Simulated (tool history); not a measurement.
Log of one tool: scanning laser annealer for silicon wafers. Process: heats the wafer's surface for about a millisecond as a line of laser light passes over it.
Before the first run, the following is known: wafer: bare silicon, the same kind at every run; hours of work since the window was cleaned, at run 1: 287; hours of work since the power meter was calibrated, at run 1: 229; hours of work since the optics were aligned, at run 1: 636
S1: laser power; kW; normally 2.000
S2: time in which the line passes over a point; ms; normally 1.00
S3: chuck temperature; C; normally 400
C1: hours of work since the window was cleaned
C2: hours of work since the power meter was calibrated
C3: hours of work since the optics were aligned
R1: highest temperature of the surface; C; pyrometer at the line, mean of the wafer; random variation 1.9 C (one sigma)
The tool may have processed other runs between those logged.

run   hour     S1    S2   S3   C1   C2   C3    R1
  1    0.0  2.000  1.00  400  287  229  636  1104
  2   20.9  2.000  0.72  400  297  239  646  1003
  3   41.4  2.000  1.00  425  307  249  656  1125
  4   58.9  2.000  1.00  374  316  257  665  1070
      70.7  -- window over the wafer cleaned
  5   72.4  2.000  1.00  400    1  263  670  1116
  6   90.9  2.000  1.00  365   10  272  679  1081
  7  101.9  2.000  1.00  365   15  277  684  1082
  8  123.4  2.000  1.00  436   25  287  695  1152
  9  134.4  2.000  0.88  400   31  293  700  1075
 10  156.7  2.000  1.00  413   41  303  711  1125
 11  169.6  2.000  0.92  400   48  310  717  1083
 12  185.1  2.000  0.92  400   55  317  724  1083
 13  203.9  2.000  0.88  400   64  326  733  1070
 14  214.3  2.000  1.00  400   69  331  738  1112
     218.8  -- laser's power meter calibrated
     233.2  -- optics aligned, line set to its width
 15  242.7  1.989  1.16  435   79    9    5  1207
 16  259.2  1.989  1.16  435   87   17   13  1202
 17  273.5  1.989  1.16  435   94   24   19  1203
     287.6  -- laser's power meter calibrated, once more
 18  299.2  1.979  0.81  434  105    6   30  1079
 19  317.6  1.979  0.81  434  114   14   39  1081
 20  337.4  1.917  1.14  404  123   24   49  1132
 21  349.5  2.040  0.78  422  129   30   55  1074
 22  372.0  2.040  0.78  422  140   41   65  1077
 23  388.0  2.000  1.00  418  147   48   73  1134
 24  404.8  2.000  1.00  417  155   56   81  1135
 25  421.9  2.000  1.00  417  164   65   89  1130
 26  433.7  2.160  1.21  377  169   70   95  1218
 27  443.2  2.194  0.92  369  174   75  100  1128

Predict each of these 4 candidate next runs independently; none follows another, all start after run 27:
  A  452.5  2.194  1.11  372  178  79  104   ?
  B  452.5  1.903  0.83  366  178  79  104   ?
  C  452.5  1.849  1.01  407  178  79  104   ?
  D  452.5  2.194  1.00  406  178  79  104   ?

run    R1
  A  1191
  B   987
  C  1069
  D  1189
With the hidden condition removed and each run's random variation left untouched, the same runs would have given:
run    R1
  A  1213
  B  1004
  C  1087
  D  1210

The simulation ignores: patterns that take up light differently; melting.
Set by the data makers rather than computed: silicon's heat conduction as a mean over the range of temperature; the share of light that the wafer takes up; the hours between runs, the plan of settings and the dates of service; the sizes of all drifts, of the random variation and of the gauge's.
